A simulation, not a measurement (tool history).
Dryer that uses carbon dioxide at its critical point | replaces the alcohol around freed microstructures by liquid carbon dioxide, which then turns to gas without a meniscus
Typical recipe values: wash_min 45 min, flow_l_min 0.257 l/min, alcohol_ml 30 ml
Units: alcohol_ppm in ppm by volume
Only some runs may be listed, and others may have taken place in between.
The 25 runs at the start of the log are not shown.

run   hour  wash_min  flow_l_min  alcohol_ml  alcohol_ppm
 26  365.4        45       0.235          56          568
 27  375.3        45       0.226          52          623
 28  394.2        45       0.226          52          651
 29  405.4        37       0.157         109         6524
 30  418.6        45       0.256          89          683
 31  429.1        34        0.25          44         1032
 32  450.2        34        0.25          44         1075
 33  467.6        33       0.291          30          510
 34  480.7        60       0.257          30           96
 35  491.7        60       0.257          70          184
 36  502.5        36       0.199          63         2657
 37  523.5        43       0.257          69          747
 38    541        43       0.257          69          791
     555.8  -- inlet filter changed
 39  558.1        35       0.214         106         2826
 40  575.3        45       0.257          30          201
 41  584.7        45       0.257          30          207

What if the next run were any one of these 3? Each begins from the tool's condition after run 41:
  A  598.7        45       0.257          99            ?
  B  598.7        45       0.435          23            ?
  C  598.7        47       0.257         118            ?

run  alcohol_ppm
  A          603
  B           53
  C          594
Stripped of hidden state, with their random variation kept, the same runs would have yielded:
run  alcohol_ppm
  A          510
  B            9
  C          500

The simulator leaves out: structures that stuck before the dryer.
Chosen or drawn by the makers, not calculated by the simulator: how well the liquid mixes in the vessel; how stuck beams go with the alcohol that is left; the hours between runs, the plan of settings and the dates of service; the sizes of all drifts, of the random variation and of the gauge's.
